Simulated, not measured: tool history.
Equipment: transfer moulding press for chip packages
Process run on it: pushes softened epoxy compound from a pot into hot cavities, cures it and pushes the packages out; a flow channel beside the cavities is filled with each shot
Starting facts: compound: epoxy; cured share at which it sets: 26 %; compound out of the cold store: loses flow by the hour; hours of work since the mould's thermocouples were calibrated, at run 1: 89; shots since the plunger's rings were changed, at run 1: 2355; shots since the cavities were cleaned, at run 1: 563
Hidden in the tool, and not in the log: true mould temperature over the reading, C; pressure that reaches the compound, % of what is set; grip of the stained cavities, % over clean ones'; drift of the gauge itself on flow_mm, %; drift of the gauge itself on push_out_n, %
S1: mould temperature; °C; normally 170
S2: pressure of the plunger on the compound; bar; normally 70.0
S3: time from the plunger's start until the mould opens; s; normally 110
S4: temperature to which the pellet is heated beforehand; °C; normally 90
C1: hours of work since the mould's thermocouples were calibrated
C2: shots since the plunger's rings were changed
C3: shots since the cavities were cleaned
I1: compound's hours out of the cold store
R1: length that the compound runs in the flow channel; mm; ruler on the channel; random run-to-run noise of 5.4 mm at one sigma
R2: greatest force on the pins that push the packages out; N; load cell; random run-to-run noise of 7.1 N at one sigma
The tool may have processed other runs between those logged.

run   hour   S1    S2   S3  S4   C1    C2   C3    I1   R1   R2
  1    0.0  170  70.0  110  90   89  2355  563  17.9  562  481
  2   17.8  170  70.0  110  90  101  2550  758  18.1  571  521
      30.6  -- cavities cleaned with cleaning compound and waxed
  3   36.5  170  70.0  110  90  113  2738   64   8.5  598  341
  4   58.1  170  70.0  110  90  127  2975  301  37.7  519  417
  5   85.5  170  70.0  110  90  145  3274  600  43.2  507  481
  6  100.3  170  70.0  110  90  155  3436  762  22.9  545  527
     114.2  -- cavities cleaned with cleaning compound and waxed
  7  128.7  170  70.0  110  90  173  3730  159  24.2  536  361
  8  141.4  170  70.0  115  90  182  3869  298  32.3  516  395
  9  154.2  175  52.0  103  94  190  4009  438  23.7  458  405
 10  184.6  170  59.2  110  83  211  4341  770  29.0  486  518
     196.5  -- cavities cleaned with cleaning compound and waxed
 11  206.6  164  70.0  133  90  225  4566  111  39.7  500  349
 12  228.3  167  86.4  133  93  239  4803  348  28.8  583  403
 13  256.6  169  70.0  110  90  258  5112  657  40.0  485  520
     278.8  -- cavities cleaned with cleaning compound and waxed
 14  280.9  169  59.8  144  90  273  5361   22  43.3  448  266
 15  308.8  169  52.4  106  80  292  5667  328  10.1  474  508
 16  332.9  170  85.8  100  90  308  5930  591  15.8  595  597

Predict each of these 4 candidate next runs independently; none follows another, all start after run 16:
  A  350.8  176  59.4  110  90  320  6126  787  21.9   ?   ?
  B  350.8  170  76.5  142  90  320  6126  787  18.4   ?   ?
  C  350.8  170  85.8  101  85  320  6126  787  43.7   ?   ?
  D  350.8  169  57.6  100  92  320  6126  787  25.2   ?   ?

run   R1   R2
  A  471  440
  B  554  397
  C  523  584
  D  456  658
Without the tool's unlogged condition, the same runs would have read:
run   R1   R2
  A  534  255
  B  627  224
  C  592  328
  D  517  371
